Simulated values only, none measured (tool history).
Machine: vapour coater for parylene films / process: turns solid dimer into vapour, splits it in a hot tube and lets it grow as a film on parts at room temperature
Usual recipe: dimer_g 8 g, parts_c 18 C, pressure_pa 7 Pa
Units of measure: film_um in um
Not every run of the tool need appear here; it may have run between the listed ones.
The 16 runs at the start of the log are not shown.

| run | hour | dimer_g | parts_c | pressure_pa | hours of work since the trap's valve was overhauled | hours of work since the table's thermometer was calibrated | film_um |
|---|---|---|---|---|---|---|---|
| 17 | 358.1 | 8 | 18 | 7 | 587 | 814 | 4.16 |
| 18 | 386.4 | 8 | 18 | 7 | 603 | 830 | 4.13 |
| 19 | 402.6 | 8 | 13 | 7 | 612 | 839 | 4.53 |
|  | 419.7 | trap's valve overhauled |
| 20 | 424.7 | 8 | 13 | 7 | 3 | 849 | 4.7 |
| 21 | 451.8 | 8 | 18 | 7 | 18 | 864 | 4.31 |
| 22 | 478.9 | 8 | 18 | 7 | 33 | 879 | 4.31 |
| 23 | 506.5 | 8 | 18 | 7 | 48 | 894 | 4.31 |
| 24 | 526.3 | 12 | 18 | 7 | 59 | 905 | 6.45 |
| 25 | 543.8 | 12 | 20 | 2.12 | 69 | 915 | 7.97 |
| 26 | 562.8 | 3 | 18 | 5.02 | 79 | 925 | 1.72 |
| 27 | 580.1 | 3 | 18 | 6.95 | 89 | 935 | 1.61 |
| 28 | 599.7 | 10 | 22 | 6.95 | 100 | 946 | 5.05 |
| 29 | 626.7 | 10 | 22 | 6.95 | 115 | 961 | 5.05 |
| 30 | 639.2 | 10 | 22 | 6.95 | 122 | 968 | 5.02 |
| 31 | 658.9 | 10 | 20 | 10.15 | 133 | 979 | 4.82 |
| 32 | 688.2 | 8 | 18 | 3.49 | 149 | 995 | 4.94 |

Run 33 comes next. What will it give?
| 33 | 708.8 | 8 | 18 | 3.49 | 160 | 1006 | ? |

Run 33 came out at film_um 4.93 um.
Had the tool carried no hidden state, the very same run would have given film_um 4.93 um.
